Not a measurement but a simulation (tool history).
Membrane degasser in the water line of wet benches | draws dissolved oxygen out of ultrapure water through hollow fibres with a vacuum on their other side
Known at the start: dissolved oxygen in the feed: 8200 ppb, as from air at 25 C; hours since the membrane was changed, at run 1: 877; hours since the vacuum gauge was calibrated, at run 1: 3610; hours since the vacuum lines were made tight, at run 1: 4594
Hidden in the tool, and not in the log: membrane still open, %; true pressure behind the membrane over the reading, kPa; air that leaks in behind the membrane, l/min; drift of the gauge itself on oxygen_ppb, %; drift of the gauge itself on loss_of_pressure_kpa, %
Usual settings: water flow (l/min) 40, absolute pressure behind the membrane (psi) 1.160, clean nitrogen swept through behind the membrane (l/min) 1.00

| run | hour | water flow (l/min) | absolute pressure behind the membrane (psi) | clean nitrogen swept through behind the membrane (l/min) | hours since the membrane was changed | hours since the vacuum gauge was calibrated | hours since the vacuum lines were made tight | dissolved oxygen in the water behind the degasser (ppb) | pressure that the water loses in the fibres (psi) |
|---|---|---|---|---|---|---|---|---|---|
| 1 | 0.0 | 40 | 1.160 | 1.00 | 877 | 3610 | 4594 | 490.2 | 6.424 |
| 2 | 59.4 | 40 | 1.160 | 1.00 | 937 | 3670 | 4654 | 494.5 | 6.440 |
| 3 | 97.8 | 40 | 1.160 | 1.00 | 975 | 3708 | 4692 | 497.0 | 6.425 |
| 4 | 140.7 | 40 | 1.160 | 1.00 | 1018 | 3751 | 4735 | 486.5 | 6.464 |
| 5 | 175.3 | 40 | 1.160 | 1.00 | 1052 | 3786 | 4770 | 487.7 | 6.435 |
| 6 | 230.8 | 40 | 1.160 | 0.73 | 1108 | 3841 | 4825 | 584.7 | 6.467 |
| 7 | 299.3 | 40 | 1.160 | 0.73 | 1176 | 3910 | 4894 | 590.9 | 6.501 |
| 8 | 350.7 | 40 | 1.160 | 0.73 | 1228 | 3961 | 4945 | 587.4 | 6.495 |
| 9 | 417.5 | 40 | 1.160 | 1.00 | 1295 | 4028 | 5012 | 488.3 | 6.441 |
| 10 | 476.4 | 40 | 1.160 | 1.00 | 1354 | 4087 | 5071 | 493.1 | 6.488 |
| 11 | 533.1 | 40 | 1.160 | 1.00 | 1410 | 4143 | 5127 | 492.4 | 6.503 |
| 12 | 598.9 | 40 | 1.160 | 1.00 | 1476 | 4209 | 5193 | 489.2 | 6.430 |
| 13 | 649.5 | 40 | 1.160 | 0.78 | 1527 | 4260 | 5244 | 567.0 | 6.501 |
| 14 | 730.0 | 30 | 0.760 | 0.64 | 1607 | 4340 | 5324 | 245.3 | 4.850 |
| 15 | 763.4 | 56 | 1.041 | 0.89 | 1641 | 4374 | 5358 | 695.9 | 9.063 |
| 16 | 835.2 | 40 | 1.160 | 0.63 | 1712 | 4446 | 5429 | 632.9 | 6.479 |
|  | 841.7 | vacuum gauge calibrated |
| 17 | 903.1 | 50 | 1.128 | 1.00 | 1780 | 61 | 5497 | 614.4 | 8.144 |
| 18 | 983.5 | 50 | 1.128 | 1.00 | 1860 | 142 | 5577 | 615.4 | 8.190 |
| 19 | 1045.5 | 40 | 1.981 | 1.00 | 1922 | 204 | 5639 | 874.6 | 6.463 |
| 20 | 1099.4 | 40 | 1.981 | 1.00 | 1976 | 258 | 5693 | 885.3 | 6.482 |
| 21 | 1159.3 | 40 | 1.981 | 1.00 | 2036 | 318 | 5753 | 880.8 | 6.473 |
| 22 | 1237.0 | 40 | 1.981 | 1.00 | 2114 | 395 | 5831 | 879.9 | 6.524 |
| 23 | 1273.5 | 24 | 0.846 | 1.00 | 2150 | 432 | 5867 | 159.0 | 3.915 |
| 24 | 1309.6 | 24 | 0.846 | 1.00 | 2186 | 468 | 5903 | 162.0 | 3.899 |
| 25 | 1365.3 | 40 | 0.728 | 1.00 | 2242 | 524 | 5959 | 268.8 | 6.495 |

Hidden state or all else? Some run-to-run changes of dissolved oxygen in the water behind the degasser (ppb), split into what the settings, what came in and random variation would give without the hidden state, and what is left for the hidden state (with any gauge scatter that isn't in both results):
Run 14 -> 15: water flow (l/min) 30 -> 56, absolute pressure behind the membrane (psi) 0.760 -> 1.041, clean nitrogen swept through behind the membrane (l/min) 0.64 -> 0.89. dissolved oxygen in the water behind the degasser (ppb) +450.6: hidden state +7.1, all else +443.5.
Run 16 -> 17: water flow (l/min) 40 -> 50, absolute pressure behind the membrane (psi) 1.160 -> 1.128, clean nitrogen swept through behind the membrane (l/min) 0.63 -> 1.00, vacuum gauge calibrated. dissolved oxygen in the water behind the degasser (ppb) -18.5: hidden state -8.8, all else -9.7.
Run 22 -> 23: water flow (l/min) 40 -> 24, absolute pressure behind the membrane (psi) 1.981 -> 0.846. dissolved oxygen in the water behind the degasser (ppb) -720.9: hidden state -3.9, all else -717.0.
